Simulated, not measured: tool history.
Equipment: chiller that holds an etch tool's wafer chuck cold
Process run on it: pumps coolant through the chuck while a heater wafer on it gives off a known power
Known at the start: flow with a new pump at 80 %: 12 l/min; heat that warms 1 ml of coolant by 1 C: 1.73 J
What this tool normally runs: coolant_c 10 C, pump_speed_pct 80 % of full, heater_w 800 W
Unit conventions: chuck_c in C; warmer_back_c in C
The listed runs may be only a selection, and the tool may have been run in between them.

run	day	coolant_c	pump_speed_pct	heater_w	chuck_c	warmer_back_c
1	0.000	10	80	800	16.6	2.33
2	0.833	10	80	800	16.5	2.35
3	2.067	10	80	800	16.5	2.36
4	3.146	20	80	800	26.5	2.33
5	4.283	20	80	800	26.6	2.40
6	5.492	20	80	800	26.4	2.39
7	6.179	20	80	800	26.3	2.34
8	6.846	20	80	800	26.6	2.34
9	7.625	17	80	800	23.6	2.35
10	8.758	16	80	800	22.6	2.37
11	9.904	16	80	634	21.3	1.89
12	11.204	10	80	1117	19.3	3.33
13	12.025	10	80	1117	19.3	3.32
14	12.833	10	80	1117	19.1	3.32
15	13.792	10	80	800	16.6	2.36
16	14.700	10	79	800	16.6	2.42
17	15.858	10	72	728	16.3	2.34
18	16.592	10	72	728	16.3	2.43
19	17.546	10	97	534	13.9	1.34
20	18.142	10	97	534	13.7	1.31
21	18.696	10	97	534	13.8	1.34
22	19.642	10	97	534	14.0	1.28
23	20.462	10	97	534	14.0	1.35
24	21.158	8	88	738	13.8	1.96
25	22.167	8	88	738	13.7	1.96
26	23.042	8	88	738	13.6	2.00
27	24.212	3	98	800	9.0	1.97

Estimate the outcome of run 28 from the log above:
28	25.258	13	89	818	?	?

{"run 28": {"chuck_c": 19.4, "warmer_back_c": 2.19}}
The same run, on a tool lacking any hidden state, would have yielded chuck_c 19.4 C, warmer_back_c 2.14 C.
